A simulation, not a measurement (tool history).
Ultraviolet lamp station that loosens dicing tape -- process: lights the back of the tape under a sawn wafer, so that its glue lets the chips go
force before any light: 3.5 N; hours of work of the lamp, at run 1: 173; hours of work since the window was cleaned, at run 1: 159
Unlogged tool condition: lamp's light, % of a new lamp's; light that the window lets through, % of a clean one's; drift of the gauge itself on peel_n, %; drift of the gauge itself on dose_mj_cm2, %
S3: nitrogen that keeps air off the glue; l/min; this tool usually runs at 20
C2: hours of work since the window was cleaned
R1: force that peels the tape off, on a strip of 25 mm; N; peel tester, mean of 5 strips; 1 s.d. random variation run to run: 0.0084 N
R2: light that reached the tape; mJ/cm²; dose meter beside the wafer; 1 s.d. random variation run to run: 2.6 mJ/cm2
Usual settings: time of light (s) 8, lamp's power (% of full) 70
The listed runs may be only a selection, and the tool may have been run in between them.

run 1 day=0.000 | time_of_light_(s)=8 lamp's_power_(%_of_full)=70 S3=20 | hours_of_work_of_the_lamp=173 C2=159 | R1=0.386 R2=309
run 2 day=0.475 | time_of_light_(s)=8 lamp's_power_(%_of_full)=70 S3=31 | hours_of_work_of_the_lamp=179 C2=165 | R1=0.350 R2=303
run 3 day=0.929 | time_of_light_(s)=8 lamp's_power_(%_of_full)=70 S3=31 | hours_of_work_of_the_lamp=184 C2=171 | R1=0.331 R2=306
run 4 day=1.575 | time_of_light_(s)=8 lamp's_power_(%_of_full)=70 S3=31 | hours_of_work_of_the_lamp=193 C2=179 | R1=0.343 R2=307
run 5 day=1.900 | time_of_light_(s)=8 lamp's_power_(%_of_full)=70 S3=31 | hours_of_work_of_the_lamp=197 C2=183 | R1=0.336 R2=309
run 6 day=2.567 | time_of_light_(s)=8 lamp's_power_(%_of_full)=70 S3=31 | hours_of_work_of_the_lamp=205 C2=192 | R1=0.351 R2=304
run 7 day=2.954 | time_of_light_(s)=8 lamp's_power_(%_of_full)=70 S3=31 | hours_of_work_of_the_lamp=210 C2=197 | R1=0.344 R2=299
run 8 day=3.400 | time_of_light_(s)=8 lamp's_power_(%_of_full)=70 S3=13 | hours_of_work_of_the_lamp=216 C2=202 | R1=0.502 R2=299
run 9 day=3.975 | time_of_light_(s)=8 lamp's_power_(%_of_full)=70 S3=13 | hours_of_work_of_the_lamp=223 C2=210 | R1=0.516 R2=296
run 10 day=4.642 | time_of_light_(s)=5 lamp's_power_(%_of_full)=70 S3=20 | hours_of_work_of_the_lamp=231 C2=218 | R1=0.868 R2=186
run 11 day=5.121 | time_of_light_(s)=5 lamp's_power_(%_of_full)=70 S3=20 | hours_of_work_of_the_lamp=237 C2=224 | R1=0.844 R2=186
run 12 day=5.817 | time_of_light_(s)=5 lamp's_power_(%_of_full)=70 S3=20 | hours_of_work_of_the_lamp=246 C2=233 | R1=0.872 R2=183
run 13 day=6.229 | time_of_light_(s)=5 lamp's_power_(%_of_full)=70 S3=20 | hours_of_work_of_the_lamp=251 C2=238 | R1=0.846 R2=185
run 14 day=6.733 | time_of_light_(s)=5 lamp's_power_(%_of_full)=70 S3=20 | hours_of_work_of_the_lamp=258 C2=244 | R1=0.833 R2=186
run 15 day=7.108 | time_of_light_(s)=8 lamp's_power_(%_of_full)=70 S3=20 | hours_of_work_of_the_lamp=263 C2=249 | R1=0.435 R2=292
run 16 day=7.600 | time_of_light_(s)=8 lamp's_power_(%_of_full)=80 S3=20 | hours_of_work_of_the_lamp=269 C2=255 | R1=0.351 R2=334
run 17 day=8.083 | time_of_light_(s)=8 lamp's_power_(%_of_full)=80 S3=20 | hours_of_work_of_the_lamp=275 C2=262 | R1=0.339 R2=335
run 18 day=8.746 | time_of_light_(s)=8 lamp's_power_(%_of_full)=80 S3=20 | hours_of_work_of_the_lamp=283 C2=270 | R1=0.359 R2=329
run 19 day=9.396 | time_of_light_(s)=8 lamp's_power_(%_of_full)=80 S3=20 | hours_of_work_of_the_lamp=292 C2=278 | R1=0.365 R2=326
run 20 day=9.846 | time_of_light_(s)=8 lamp's_power_(%_of_full)=80 S3=20 | hours_of_work_of_the_lamp=297 C2=284 | R1=0.357 R2=327
run 21 day=10.471 | time_of_light_(s)=8 lamp's_power_(%_of_full)=70 S3=20 | hours_of_work_of_the_lamp=305 C2=292 | R1=0.449 R2=291
-- day=10.521 window cleaned of glue's vapour
run 22 day=11.054 | time_of_light_(s)=8 lamp's_power_(%_of_full)=74 S3=20 | hours_of_work_of_the_lamp=312 C2=7 | R1=0.435 R2=297
run 23 day=11.475 | time_of_light_(s)=8 lamp's_power_(%_of_full)=74 S3=34 | hours_of_work_of_the_lamp=318 C2=12 | R1=0.346 R2=292
run 24 day=11.888 | time_of_light_(s)=8 lamp's_power_(%_of_full)=90 S3=36 | hours_of_work_of_the_lamp=323 C2=17 | R1=0.253 R2=360
run 25 day=12.450 | time_of_light_(s)=5 lamp's_power_(%_of_full)=70 S3=17 | hours_of_work_of_the_lamp=330 C2=24 | R1=0.952 R2=176
run 26 day=12.988 | time_of_light_(s)=4 lamp's_power_(%_of_full)=70 S3=10 | hours_of_work_of_the_lamp=337 C2=31 | R1=1.418 R2=138
-- day=13.271 window cleaned of glue's vapour, once more
run 27 day=13.462 | time_of_light_(s)=4 lamp's_power_(%_of_full)=70 S3=10 | hours_of_work_of_the_lamp=343 C2=2 | R1=1.407 R2=150
run 28 day=14.012 | time_of_light_(s)=16 lamp's_power_(%_of_full)=70 S3=8 | hours_of_work_of_the_lamp=350 C2=9 | R1=0.218 R2=599
run 29 day=14.638 | time_of_light_(s)=16 lamp's_power_(%_of_full)=70 S3=8 | hours_of_work_of_the_lamp=357 C2=17 | R1=0.214 R2=596
run 30 day=15.196 | time_of_light_(s)=16 lamp's_power_(%_of_full)=70 S3=8 | hours_of_work_of_the_lamp=364 C2=24 | R1=0.221 R2=590
run 31 day=15.742 | time_of_light_(s)=16 lamp's_power_(%_of_full)=70 S3=8 | hours_of_work_of_the_lamp=371 C2=31 | R1=0.224 R2=584
run 32 day=16.392 | time_of_light_(s)=5 lamp's_power_(%_of_full)=63 S3=31 | hours_of_work_of_the_lamp=380 C2=39 | R1=0.859 R2=166
run 33 day=16.688 | time_of_light_(s)=5 lamp's_power_(%_of_full)=63 S3=31 | hours_of_work_of_the_lamp=383 C2=43 | R1=0.858 R2=162
run 34 day=17.333 | time_of_light_(s)=5 lamp's_power_(%_of_full)=63 S3=31 | hours_of_work_of_the_lamp=392 C2=51 | R1=0.878 R2=168
run 35 day=17.729 | time_of_light_(s)=13 lamp's_power_(%_of_full)=74 S3=12 | hours_of_work_of_the_lamp=397 C2=56 | R1=0.242 R2=504
run 36 day=18.092 | time_of_light_(s)=8 lamp's_power_(%_of_full)=64 S3=29 | hours_of_work_of_the_lamp=401 C2=61 | R1=0.430 R2=267
run 37 day=18.492 | time_of_light_(s)=8 lamp's_power_(%_of_full)=64 S3=29 | hours_of_work_of_the_lamp=406 C2=66 | R1=0.432 R2=264
run 38 day=19.058 | time_of_light_(s)=8 lamp's_power_(%_of_full)=64 S3=29 | hours_of_work_of_the_lamp=413 C2=73 | R1=0.424 R2=266
run 39 day=19.438 | time_of_light_(s)=8 lamp's_power_(%_of_full)=64 S3=29 | hours_of_work_of_the_lamp=418 C2=78 | R1=0.445 R2=262
run 40 day=20.071 | time_of_light_(s)=8 lamp's_power_(%_of_full)=64 S3=29 | hours_of_work_of_the_lamp=426 C2=86 | R1=0.434 R2=260
run 41 day=20.717 | time_of_light_(s)=10 lamp's_power_(%_of_full)=70 S3=20 | hours_of_work_of_the_lamp=434 C2=94 | R1=0.301 R2=361
run 42 day=21.121 | time_of_light_(s)=16 lamp's_power_(%_of_full)=77 S3=20 | hours_of_work_of_the_lamp=440 C2=99 | R1=0.163 R2=626
run 43 day=21.721 | time_of_light_(s)=7 lamp's_power_(%_of_full)=64 S3=34 | hours_of_work_of_the_lamp=447 C2=107 | R1=0.542 R2=226

Take each entry between the runs: how does the hidden state at the last listed run before it differ from the hidden state at the first listed run after it?
In the gap between runs 21 and 22: window cleaned of glue's vapour (day 10.521)
  lamp's light, % of a new lamp's: 90 -> 89.8; light that the window lets through, % of a clean one's: 93.6 -> 91.9
  measured value less the no-hidden-state value, R1: +0.109 -> +0.115 N; R2: -54 -> -63 mJ/cm²
In the gap between runs 26 and 27: window cleaned of glue's vapour, once more (day 13.271)
  lamp's light, % of a new lamp's: 89.1 -> 88.9; light that the window lets through, % of a clean one's: 91.4 -> 99.4
  measured value less the no-hidden-state value, R1: +0.252 -> +0.160 N; R2: -31 -> -20 mJ/cm²
